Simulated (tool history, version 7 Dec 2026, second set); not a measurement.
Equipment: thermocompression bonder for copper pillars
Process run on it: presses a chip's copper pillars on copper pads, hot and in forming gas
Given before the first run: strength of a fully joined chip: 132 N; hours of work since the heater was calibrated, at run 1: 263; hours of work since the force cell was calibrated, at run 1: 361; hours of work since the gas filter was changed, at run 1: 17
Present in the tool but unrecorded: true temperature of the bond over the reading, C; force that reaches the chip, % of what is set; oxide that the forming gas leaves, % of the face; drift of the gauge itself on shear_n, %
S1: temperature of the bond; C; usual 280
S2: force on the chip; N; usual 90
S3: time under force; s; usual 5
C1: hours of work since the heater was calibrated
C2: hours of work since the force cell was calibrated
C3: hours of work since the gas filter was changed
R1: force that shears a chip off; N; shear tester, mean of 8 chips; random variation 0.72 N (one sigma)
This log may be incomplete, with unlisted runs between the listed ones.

run 1 hour=0 | S1=280 S2=90 S3=5 | C1=263 C2=361 C3=17 | R1=50.3
run 2 hour=49.4 | S1=280 S2=90 S3=5 | C1=303 C2=401 C3=57 | R1=48.6
run 3 hour=118.4 | S1=280 S2=90 S3=5 | C1=358 C2=456 C3=112 | R1=44.7
run 4 hour=185.9 | S1=280 S2=90 S3=5 | C1=412 C2=510 C3=166 | R1=42.2
run 5 hour=220.1 | S1=280 S2=90 S3=5 | C1=439 C2=537 C3=193 | R1=42.8
-- hour=225.5 forming gas filter changed
run 6 hour=292.8 | S1=280 S2=90 S3=5 | C1=497 C2=595 C3=54 | R1=46
run 7 hour=348 | S1=280 S2=90 S3=5 | C1=541 C2=639 C3=98 | R1=44.2
run 8 hour=380.4 | S1=280 S2=90 S3=5 | C1=567 C2=665 C3=124 | R1=42.6
-- hour=409.2 heater calibrated with a thermocouple chip
run 9 hour=441 | S1=280 S2=90 S3=5 | C1=25 C2=712 C3=170 | R1=47.5
-- hour=476.3 forming gas filter changed
run 10 hour=479.5 | S1=280 S2=90 S3=5 | C1=56 C2=742 C3=3 | R1=50.8
run 11 hour=510.5 | S1=280 S2=90 S3=5 | C1=80 C2=767 C3=27 | R1=50.5
run 12 hour=553.5 | S1=280 S2=90 S3=5 | C1=115 C2=801 C3=62 | R1=49.4
run 13 hour=609.3 | S1=280 S2=90 S3=5 | C1=159 C2=846 C3=106 | R1=45.7
run 14 hour=666.2 | S1=280 S2=90 S3=5 | C1=205 C2=891 C3=152 | R1=44.8
run 15 hour=695.6 | S1=280 S2=90 S3=5 | C1=228 C2=914 C3=175 | R1=45.7
-- hour=723.3 forming gas filter changed
run 16 hour=739.1 | S1=282 S2=90 S3=5 | C1=263 C2=949 C3=13 | R1=51.1
run 17 hour=771.1 | S1=282 S2=90 S3=5 | C1=288 C2=974 C3=38 | R1=49.7
run 18 hour=818.5 | S1=282 S2=90 S3=12 | C1=326 C2=1012 C3=76 | R1=67.7
run 19 hour=862.3 | S1=280 S2=90 S3=5 | C1=361 C2=1047 C3=111 | R1=46.9
run 20 hour=918.8 | S1=280 S2=90 S3=5 | C1=406 C2=1092 C3=156 | R1=43.4
run 21 hour=957.8 | S1=280 S2=124 S3=13 | C1=437 C2=1123 C3=187 | R1=70.6
-- hour=972.6 forming gas filter changed
run 22 hour=1019.5 | S1=280 S2=124 S3=13 | C1=486 C2=1172 C3=37 | R1=76.7
run 23 hour=1057 | S1=270 S2=71 S3=4 | C1=516 C2=1202 C3=67 | R1=30.6
run 24 hour=1095.8 | S1=290 S2=90 S3=13 | C1=547 C2=1233 C3=98 | R1=70.6

What will run 25 give?
-- hour=1146.7 heater calibrated with a thermocouple chip
run 25 hour=1152.6 | S1=268 S2=78 S3=4 | C1=5 C2=1277 C3=142 | R1=?

For run 25 the tool returned R1 32.8 N.
On a tool with no hidden condition, and with the same random variation, this run would have come out at R1 36.8 N.
